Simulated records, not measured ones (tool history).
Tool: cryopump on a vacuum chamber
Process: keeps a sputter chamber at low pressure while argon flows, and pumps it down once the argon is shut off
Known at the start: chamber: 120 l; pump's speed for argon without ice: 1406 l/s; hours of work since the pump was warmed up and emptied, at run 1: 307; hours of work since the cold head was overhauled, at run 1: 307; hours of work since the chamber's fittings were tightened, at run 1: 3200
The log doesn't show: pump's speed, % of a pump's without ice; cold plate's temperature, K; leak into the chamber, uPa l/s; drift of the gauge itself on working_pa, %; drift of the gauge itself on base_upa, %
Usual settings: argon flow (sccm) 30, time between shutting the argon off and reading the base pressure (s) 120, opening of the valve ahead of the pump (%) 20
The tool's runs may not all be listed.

run     day  argon flow (sccm)  time between shutting the argon off and reading the base pressure (s)  opening of the valve ahead of the pump (%)  hours of work since the pump was warmed up and emptied  hours of work since the cold head was overhauled  hours of work since the chamber's fittings were tightened  pressure while argon flows (Pa)  pressure after the wait (uPa)
  1       0                 30                                                                    120                                          20                                                     307                                               307                                                       3200                           0.1831                           2.75
  2   0.333                 30                                                                    120                                          20                                                     314                                               314                                                       3206                           0.1833                           2.82
  3   0.821                 30                                                                    120                                          20                                                     323                                               323                                                       3215                            0.185                           2.91
  4   1.092                 30                                                                    120                                          20                                                     328                                               328                                                       3221                           0.1849                           2.77
  5   1.412                 30                                                                    120                                          20                                                     334                                               334                                                       3227                            0.186                           2.77
  6   1.979                 30                                                                    120                                          52                                                     345                                               345                                                       3237                           0.0735                            2.8
  7   2.471                 30                                                                    120                                          52                                                     354                                               354                                                       3247                            0.074                           2.79
  8   2.829                 30                                                                    120                                          52                                                     361                                               361                                                       3254                           0.0729                           2.87
  9   3.242                 30                                                                    120                                          52                                                     369                                               369                                                       3261                           0.0736                           2.86
 10   3.771                 30                                                                    120                                          25                                                     379                                               379                                                       3271                            0.148                           2.85
 11   4.038                 30                                                                    120                                          20                                                     384                                               384                                                       3276                           0.1854                           2.85
 12   4.529                 30                                                                    120                                          20                                                     393                                               393                                                       3286                           0.1855                           2.97
 13   5.038                 49                                                                     86                                          52                                                     403                                               403                                                       3295                           0.1221                           3.16
 14   5.558                 49                                                                     86                                          52                                                     413                                               413                                                       3305                           0.1219                           3.01
 15   5.888                 49                                                                     86                                          52                                                     419                                               419                                                       3312                           0.1213                           3.18
 16   6.508                 49                                                                     86                                          52                                                     431                                               431                                                       3323                           0.1218                           3.14
 17   6.929                 49                                                                     86                                          52                                                     439                                               439                                                       3331                           0.1223                           3.19
 18   7.288                 49                                                                     86                                          52                                                     445                                               445                                                       3338                           0.1229                           3.07
 19    7.85                 30                                                                    195                                          57                                                     456                                               456                                                       3349                           0.0699                           2.76
 20   8.242                 30                                                                    195                                          57                                                     464                                               464                                                       3356                           0.0696                           2.79
 21   8.683                 30                                                                    195                                          57                                                     472                                               472                                                       3365                           0.0696                           2.82
 22   9.117                 16                                                                    245                                          51                                                     480                                               480                                                       3373                           0.0403                           2.75
 23   9.642                 13                                                                    171                                          50                                                     490                                               490                                                       3383                           0.0335                            2.9
 24  10.138                 40                                                                    136                                          29                                                     499                                               499                                                       3392                           0.1748                           2.99

Forecast each of these 3 alternatives for the next run:
  A  10.629                 40                                                                    136                                          23                                                     509                                               509                                                       3401                                ?                              ?
  B  10.629                 30                                                                     56                                          23                                                     509                                               509                                                       3401                                ?                              ?
  C  10.629                 40                                                                     21                                          29                                                     509                                               509                                                       3401                                ?                              ?

run  pressure while argon flows (Pa)  pressure after the wait (uPa)
  A                           0.2198                           3.03
  B                           0.1634                           3.54
  C                           0.1743                           5.35
Without the tool's hidden state the same runs would have given:
run  pressure while argon flows (Pa)  pressure after the wait (uPa)
  A                           0.2111                           0.63
  B                           0.1569                           1.16
  C                           0.1657                           2.89

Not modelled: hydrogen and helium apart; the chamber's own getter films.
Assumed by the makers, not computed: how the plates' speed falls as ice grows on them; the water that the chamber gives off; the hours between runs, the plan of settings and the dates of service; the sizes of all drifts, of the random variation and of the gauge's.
